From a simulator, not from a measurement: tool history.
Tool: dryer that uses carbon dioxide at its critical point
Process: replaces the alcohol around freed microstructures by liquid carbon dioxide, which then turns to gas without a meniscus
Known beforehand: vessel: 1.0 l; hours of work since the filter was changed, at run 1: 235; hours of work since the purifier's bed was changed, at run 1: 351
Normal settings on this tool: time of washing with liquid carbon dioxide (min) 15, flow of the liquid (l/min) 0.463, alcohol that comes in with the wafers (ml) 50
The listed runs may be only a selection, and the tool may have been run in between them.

run,day,time of washing with liquid carbon dioxide (min),flow of the liquid (l/min),alcohol that comes in with the wafers (ml),hours of work since the filter was changed,hours of work since the purifier's bed was changed,alcohol left in the vessel before it's heated (ppm by volume)
1,0,15,0.463,50,235,351,180
2,0.371,15,0.463,50,241,357,183
3,0.779,23,0.463,50,248,363,50
4,1.183,23,0.463,50,254,370,46
5,1.808,14,0.463,50,264,379,268
6,2.108,15,0.739,50,268,384,47
7,2.617,15,0.739,50,276,392,56

What does the tool deliver on the next run?
8,3.154,15,0.739,50,285,400,?

Run 8 yielded alcohol left in the vessel before it's heated (ppm by volume) 49.
Without the tool's hidden state the same run would have given alcohol left in the vessel before it's heated (ppm by volume) 4.
